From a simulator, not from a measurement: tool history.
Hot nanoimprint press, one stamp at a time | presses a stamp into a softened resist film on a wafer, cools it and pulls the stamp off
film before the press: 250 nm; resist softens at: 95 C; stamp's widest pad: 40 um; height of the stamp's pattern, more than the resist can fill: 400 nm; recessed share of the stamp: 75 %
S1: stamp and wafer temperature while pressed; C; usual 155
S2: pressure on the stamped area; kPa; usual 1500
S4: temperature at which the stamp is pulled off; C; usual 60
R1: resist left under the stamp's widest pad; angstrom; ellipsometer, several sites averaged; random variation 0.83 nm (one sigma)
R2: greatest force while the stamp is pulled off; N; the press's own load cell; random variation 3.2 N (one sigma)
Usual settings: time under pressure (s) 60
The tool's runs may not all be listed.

run 1 hour=0.0 | S1=155 S2=1500 time_under_pressure_(s)=60 S4=60 | R1=1143 R2=164
run 2 hour=19.6 | S1=161 S2=1500 time_under_pressure_(s)=60 S4=60 | R1=842 R2=166
run 3 hour=51.5 | S1=155 S2=1500 time_under_pressure_(s)=60 S4=45 | R1=1140 R2=201
-- hour=72.8 plate thermocouple calibrated
run 4 hour=78.7 | S1=155 S2=1500 time_under_pressure_(s)=60 S4=51 | R1=1172 R2=190
run 5 hour=105.8 | S1=155 S2=1500 time_under_pressure_(s)=60 S4=60 | R1=1192 R2=175
run 6 hour=123.6 | S1=164 S2=1500 time_under_pressure_(s)=60 S4=60 | R1=736 R2=171
-- hour=149.7 plate thermocouple calibrated, once more
run 7 hour=149.7 | S1=164 S2=1500 time_under_pressure_(s)=60 S4=60 | R1=688 R2=174
run 8 hour=179.5 | S1=154 S2=1610 time_under_pressure_(s)=113 S4=60 | R1=887 R2=173
run 9 hour=202.2 | S1=163 S2=1500 time_under_pressure_(s)=60 S4=60 | R1=726 R2=171
run 10 hour=219.9 | S1=150 S2=1500 time_under_pressure_(s)=33 S4=60 | R1=1678 R2=173
run 11 hour=238.4 | S1=156 S2=1270 time_under_pressure_(s)=33 S4=60 | R1=1407 R2=186

Forecast each of these 5 alternatives for the next run:
run A hour=261.4 | S1=155 S2=2070 time_under_pressure_(s)=78 S4=60 | R1=? R2=?
run B hour=261.4 | S1=158 S2=2050 time_under_pressure_(s)=35 S4=60 | R1=? R2=?
run C hour=261.4 | S1=156 S2=1800 time_under_pressure_(s)=33 S4=60 | R1=? R2=?
run D hour=261.4 | S1=155 S2=1480 time_under_pressure_(s)=60 S4=60 | R1=? R2=?
run E hour=261.4 | S1=156 S2=1710 time_under_pressure_(s)=80 S4=54 | R1=? R2=?

run=A R1=866 R2=179
run=B R1=981 R2=186
run=C R1=1214 R2=180
run=D R1=1117 R2=180
run=E R1=900 R2=195
Without the tool's hidden state the same runs would have given:
run=A R1=850 R2=149
run=B R1=964 R2=155
run=C R1=1196 R2=151
run=D R1=1102 R2=150
run=E R1=885 R2=163
